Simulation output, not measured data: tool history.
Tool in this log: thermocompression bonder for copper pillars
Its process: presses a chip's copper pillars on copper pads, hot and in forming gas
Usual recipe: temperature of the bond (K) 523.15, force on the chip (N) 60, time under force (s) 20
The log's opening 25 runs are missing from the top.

run   hour  temperature of the bond (K)  force on the chip (N)  time under force (s)  hours of work since the heater was calibrated  hours of work since the force cell was calibrated  hours of work since the gas filter was changed  force that shears a chip off (N)
 26    213                       544.15                     48                    16                                            462                                                160                                             315                              41.5
 27  224.8                       539.15                     89                    13                                            468                                                166                                             321                              48.2
 28  233.2                       531.15                     87                    17                                            472                                                170                                             325                              47.2
 29    245                       496.15                     57                    26                                            478                                                176                                             331                              22.1
 30  252.9                       514.15                     53                    37                                            482                                                180                                             335                              36.4
 31  257.9                       519.15                     44                    20                                            484                                                182                                             337                              27.1
     260.3  -- forming gas filter changed
 32  267.1                       519.15                     44                    20                                            489                                                186                                               3                              29.7
 33  277.6                       536.15                     42                    45                                            494                                                192                                               8                              53.7

Here are 5 independent what-if runs from the current tool condition. What would each one return?
  A  284.2                       545.15                     47                    38                                            497                                                195                                              12                                 ?
  B  284.2                       523.15                     60                    34                                            497                                                195                                              12                                 ?
  C  284.2                       540.15                     42                    45                                            497                                                195                                              12                                 ?
  D  284.2                       523.15                     60                    17                                            497                                                195                                              12                                 ?
  E  284.2                       512.15                     84                    21                                            497                                                195                                              12                                 ?

run  force that shears a chip off (N)
  A                              60.3
  B                                47
  C                              56.5
  D                                34
  E                              37.8
Take away the tool's hidden state, keep each run's random variation, and the runs would have read:
run  force that shears a chip off (N)
  A                              66.8
  B                              53.3
  C                              62.9
  D                                39
  E                              43.4
